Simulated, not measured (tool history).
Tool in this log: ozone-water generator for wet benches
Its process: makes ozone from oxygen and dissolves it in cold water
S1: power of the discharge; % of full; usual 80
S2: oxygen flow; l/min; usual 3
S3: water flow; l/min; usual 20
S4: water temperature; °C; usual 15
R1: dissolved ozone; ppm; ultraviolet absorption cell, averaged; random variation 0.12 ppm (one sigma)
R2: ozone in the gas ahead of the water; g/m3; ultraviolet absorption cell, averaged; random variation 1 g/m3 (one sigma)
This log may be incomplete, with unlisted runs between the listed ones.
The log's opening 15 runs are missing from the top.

run,hour,S1,S2,S3,S4,R1,R2
16,1084,80,3,20,15,10.7,177.5
17,1184.1,50,3,20,15,7.1,118.9
18,1237.3,50,3,20,15,7,119
19,1281.2,80,3,20,11,10.9,177.8
20,1366.3,80,3,28,15,7.2,176.6
21,1460.4,80,3,28,15,7.4,176.4
22,1520.8,81,3,20,15,10.6,178.4
23,1568.2,81,3,20,15,10.8,178.9
24,1641.1,57,3,13,8,13,132.4
25,1727.3,57,3,13,8,12.9,131.6
26,1815,52,4.8,20,15,7.6,93.8
27,1881.9,75,2.11,20,15,9.3,201.3
28,1967.1,45,2.11,20,15,6.1,130.8
29,2044.6,44,1.91,20,15,6,135.8
30,2101.7,77,1.96,15,7,13.5,212.9
31,2157.5,62,3.94,15,16,11.2,121.6
32,2216.1,62,3.94,15,17,11.2,120.9

Alternative continuations, all from the tool just after run 32; predict every row:
A,2270.4,43,3.94,15,17,?,?
B,2270.4,62,3.94,31,15,?,?
C,2270.4,84,3.92,20,14,?,?

run,R1,R2
A,8.2,88.7
B,5.7,120
C,11.2,157
Had the tool no hidden state, the same runs would have come out as:
run,R1,R2
A,8.2,91.2
B,5.7,123.4
C,11.2,161.5
